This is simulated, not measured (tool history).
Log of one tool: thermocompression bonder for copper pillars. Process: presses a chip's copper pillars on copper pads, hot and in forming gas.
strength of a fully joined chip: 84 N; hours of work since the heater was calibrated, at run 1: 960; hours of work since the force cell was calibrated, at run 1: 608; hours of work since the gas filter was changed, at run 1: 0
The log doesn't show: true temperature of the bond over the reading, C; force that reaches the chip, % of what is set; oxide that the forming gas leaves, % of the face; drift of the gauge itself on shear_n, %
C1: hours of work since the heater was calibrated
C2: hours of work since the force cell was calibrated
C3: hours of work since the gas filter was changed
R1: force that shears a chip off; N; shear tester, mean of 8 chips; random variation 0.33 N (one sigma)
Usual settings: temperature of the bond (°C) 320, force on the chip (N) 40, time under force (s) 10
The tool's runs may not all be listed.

{"run": 1, "hour": 0.0, "temperature of the bond (°C)": 320, "force on the chip (N)": 40, "time under force (s)": 10, "C1": 960, "C2": 608, "C3": 0, "R1": 61.6}
{"run": 2, "hour": 29.3, "temperature of the bond (°C)": 320, "force on the chip (N)": 40, "time under force (s)": 10, "C1": 983, "C2": 630, "C3": 22, "R1": 60.7}
{"run": 3, "hour": 47.4, "temperature of the bond (°C)": 320, "force on the chip (N)": 40, "time under force (s)": 10, "C1": 996, "C2": 644, "C3": 36, "R1": 60.4}
{"run": 4, "hour": 85.2, "temperature of the bond (°C)": 320, "force on the chip (N)": 40, "time under force (s)": 10, "C1": 1025, "C2": 673, "C3": 65, "R1": 59.6}
{"run": 5, "hour": 107.9, "temperature of the bond (°C)": 320, "force on the chip (N)": 40, "time under force (s)": 15, "C1": 1043, "C2": 691, "C3": 82, "R1": 63.6}
{"run": 6, "hour": 136.2, "temperature of the bond (°C)": 320, "force on the chip (N)": 38, "time under force (s)": 10, "C1": 1064, "C2": 712, "C3": 104, "R1": 55.5}
{"hour": 138.8, "done": "forming gas filter changed"}
{"run": 7, "hour": 166.3, "temperature of the bond (°C)": 320, "force on the chip (N)": 38, "time under force (s)": 10, "C1": 1087, "C2": 735, "C3": 21, "R1": 59.0}
{"run": 8, "hour": 191.8, "temperature of the bond (°C)": 320, "force on the chip (N)": 40, "time under force (s)": 10, "C1": 1106, "C2": 754, "C3": 41, "R1": 60.2}
{"run": 9, "hour": 208.2, "temperature of the bond (°C)": 320, "force on the chip (N)": 40, "time under force (s)": 10, "C1": 1119, "C2": 767, "C3": 53, "R1": 59.9}
{"run": 10, "hour": 246.6, "temperature of the bond (°C)": 320, "force on the chip (N)": 40, "time under force (s)": 10, "C1": 1148, "C2": 796, "C3": 82, "R1": 58.4}
{"run": 11, "hour": 271.1, "temperature of the bond (°C)": 320, "force on the chip (N)": 41, "time under force (s)": 10, "C1": 1167, "C2": 815, "C3": 101, "R1": 58.9}
{"hour": 277.8, "done": "forming gas filter changed"}
{"hour": 292.3, "done": "force cell calibrated"}
{"run": 12, "hour": 295.2, "temperature of the bond (°C)": 320, "force on the chip (N)": 40, "time under force (s)": 10, "C1": 1184, "C2": 2, "C3": 12, "R1": 62.6}
{"run": 13, "hour": 324.2, "temperature of the bond (°C)": 320, "force on the chip (N)": 40, "time under force (s)": 10, "C1": 1206, "C2": 24, "C3": 34, "R1": 62.1}
{"run": 14, "hour": 360.5, "temperature of the bond (°C)": 348, "force on the chip (N)": 40, "time under force (s)": 10, "C1": 1234, "C2": 52, "C3": 62, "R1": 69.6}
{"run": 15, "hour": 383.0, "temperature of the bond (°C)": 320, "force on the chip (N)": 40, "time under force (s)": 16, "C1": 1251, "C2": 69, "C3": 79, "R1": 66.0}
{"run": 16, "hour": 401.0, "temperature of the bond (°C)": 320, "force on the chip (N)": 40, "time under force (s)": 10, "C1": 1265, "C2": 83, "C3": 93, "R1": 58.5}
{"hour": 416.8, "done": "forming gas filter changed"}
{"run": 17, "hour": 429.9, "temperature of the bond (°C)": 320, "force on the chip (N)": 40, "time under force (s)": 10, "C1": 1287, "C2": 105, "C3": 10, "R1": 63.4}
{"hour": 466.6, "done": "heater calibrated with a thermocouple chip"}
{"run": 18, "hour": 467.2, "temperature of the bond (°C)": 320, "force on the chip (N)": 40, "time under force (s)": 10, "C1": 1, "C2": 132, "C3": 37, "R1": 58.4}
{"run": 19, "hour": 491.3, "temperature of the bond (°C)": 320, "force on the chip (N)": 40, "time under force (s)": 10, "C1": 19, "C2": 150, "C3": 55, "R1": 56.8}
{"run": 20, "hour": 510.8, "temperature of the bond (°C)": 320, "force on the chip (N)": 40, "time under force (s)": 10, "C1": 34, "C2": 165, "C3": 70, "R1": 56.7}
{"run": 21, "hour": 527.8, "temperature of the bond (°C)": 320, "force on the chip (N)": 40, "time under force (s)": 10, "C1": 47, "C2": 178, "C3": 83, "R1": 56.0}
{"hour": 556.1, "done": "forming gas filter changed"}
{"run": 22, "hour": 566.9, "temperature of the bond (°C)": 323, "force on the chip (N)": 26, "time under force (s)": 29, "C1": 76, "C2": 208, "C3": 8, "R1": 58.3}
{"run": 23, "hour": 586.7, "temperature of the bond (°C)": 321, "force on the chip (N)": 41, "time under force (s)": 18, "C1": 91, "C2": 223, "C3": 23, "R1": 67.6}
{"run": 24, "hour": 616.8, "temperature of the bond (°C)": 321, "force on the chip (N)": 41, "time under force (s)": 18, "C1": 114, "C2": 246, "C3": 46, "R1": 66.2}
{"run": 25, "hour": 653.4, "temperature of the bond (°C)": 338, "force on the chip (N)": 46, "time under force (s)": 10, "C1": 142, "C2": 274, "C3": 74, "R1": 67.1}
{"run": 26, "hour": 687.3, "temperature of the bond (°C)": 349, "force on the chip (N)": 40, "time under force (s)": 21, "C1": 168, "C2": 300, "C3": 100, "R1": 71.4}
{"hour": 695.2, "done": "forming gas filter changed"}
{"run": 27, "hour": 705.5, "temperature of the bond (°C)": 349, "force on the chip (N)": 40, "time under force (s)": 25, "C1": 182, "C2": 313, "C3": 8, "R1": 78.2}
{"run": 28, "hour": 743.0, "temperature of the bond (°C)": 349, "force on the chip (N)": 35, "time under force (s)": 5, "C1": 211, "C2": 342, "C3": 37, "R1": 52.9}
{"run": 29, "hour": 779.0, "temperature of the bond (°C)": 321, "force on the chip (N)": 47, "time under force (s)": 12, "C1": 238, "C2": 370, "C3": 64, "R1": 65.1}
{"run": 30, "hour": 818.4, "temperature of the bond (°C)": 320, "force on the chip (N)": 40, "time under force (s)": 10, "C1": 268, "C2": 400, "C3": 94, "R1": 55.2}
{"hour": 834.2, "done": "forming gas filter changed"}
{"run": 31, "hour": 846.7, "temperature of the bond (°C)": 320, "force on the chip (N)": 40, "time under force (s)": 22, "C1": 290, "C2": 421, "C3": 10, "R1": 70.1}
{"run": 32, "hour": 863.4, "temperature of the bond (°C)": 320, "force on the chip (N)": 37, "time under force (s)": 25, "C1": 302, "C2": 434, "C3": 22, "R1": 68.4}
{"run": 33, "hour": 893.1, "temperature of the bond (°C)": 318, "force on the chip (N)": 37, "time under force (s)": 10, "C1": 325, "C2": 456, "C3": 45, "R1": 53.4}
{"run": 34, "hour": 925.8, "temperature of the bond (°C)": 320, "force on the chip (N)": 25, "time under force (s)": 8, "C1": 350, "C2": 481, "C3": 70, "R1": 34.6}
{"run": 35, "hour": 955.0, "temperature of the bond (°C)": 320, "force on the chip (N)": 40, "time under force (s)": 8, "C1": 372, "C2": 504, "C3": 92, "R1": 52.5}
{"hour": 973.9, "done": "forming gas filter changed"}
{"run": 36, "hour": 992.4, "temperature of the bond (°C)": 315, "force on the chip (N)": 40, "time under force (s)": 22, "C1": 401, "C2": 532, "C3": 14, "R1": 68.5}
{"run": 37, "hour": 1013.6, "temperature of the bond (°C)": 315, "force on the chip (N)": 40, "time under force (s)": 22, "C1": 417, "C2": 548, "C3": 30, "R1": 67.1}
{"run": 38, "hour": 1034.1, "temperature of the bond (°C)": 315, "force on the chip (N)": 40, "time under force (s)": 22, "C1": 432, "C2": 564, "C3": 46, "R1": 66.6}
{"run": 39, "hour": 1061.3, "temperature of the bond (°C)": 320, "force on the chip (N)": 33, "time under force (s)": 5, "C1": 453, "C2": 585, "C3": 67, "R1": 39.0}
{"run": 40, "hour": 1082.4, "temperature of the bond (°C)": 328, "force on the chip (N)": 31, "time under force (s)": 14, "C1": 469, "C2": 601, "C3": 83, "R1": 53.5}

Hidden state at the last listed run before each entry between runs and at the first one after, where it differs:
Between runs 6 and 7: forming gas filter changed (hour 138.8)
  true temperature of the bond over the reading, C: 8.9 -> 9.1; force that reaches the chip, % of what is set: 97.2 -> 97.1; oxide that the forming gas leaves, % of the face: 7.85 -> 2.26
  measured less the result without the state, R1: -2.3 -> +1.2 N
Between runs 11 and 12: forming gas filter changed (hour 277.8); force cell calibrated (hour 292.3)
  true temperature of the bond over the reading, C: 9.6 -> 9.8; force that reaches the chip, % of what is set: 96.8 -> 99; oxide that the forming gas leaves, % of the face: 7.94 -> 1.47
  measured less the result without the state, R1: -2.5 -> +2.6 N
Between runs 16 and 17: forming gas filter changed (hour 416.8)
  true temperature of the bond over the reading, C: 10.3 -> 10.4; force that reaches the chip, % of what is set: 98.7 -> 98.6; oxide that the forming gas leaves, % of the face: 7.01 -> 1.09
  measured less the result without the state, R1: -0.8 -> +2.9 N
Between runs 17 and 18: heater calibrated with a thermocouple chip (hour 466.6)
  true temperature of the bond over the reading, C: 10.4 -> -0.7; force that reaches the chip, % of what is set: 98.6 -> 98.5; oxide that the forming gas leaves, % of the face: 1.09 -> 2.91
  measured less the result without the state, R1: +2.9 -> -2.3 N
Between runs 21 and 22: forming gas filter changed (hour 556.1)
  true temperature of the bond over the reading, C: -0.4 -> -0.1; force that reaches the chip, % of what is set: 98.3 -> 98.2; oxide that the forming gas leaves, % of the face: 6.25 -> 1.12
  measured less the result without the state, R1: -4.3 -> -1.2 N
Between runs 26 and 27: forming gas filter changed (hour 695.2)
  true temperature of the bond over the reading, C: 0.5 -> 0.6; oxide that the forming gas leaves, % of the face: 7.71 -> 1.13
  measured less the result without the state, R1: -6.0 -> -0.8 N
Between runs 30 and 31: forming gas filter changed (hour 834.2)
  true temperature of the bond over the reading, C: 1.2 -> 1.4; force that reaches the chip, % of what is set: 97.5 -> 97.4; oxide that the forming gas leaves, % of the face: 7.05 -> 1.23
  measured less the result without the state, R1: -4.6 -> -1.0 N
Between runs 35 and 36: forming gas filter changed (hour 973.9)
  true temperature of the bond over the reading, C: 2 -> 2.2; force that reaches the chip, % of what is set: 97 -> 96.9; oxide that the forming gas leaves, % of the face: 7.06 -> 1.65
  measured less the result without the state, R1: -4.2 -> -1.2 N
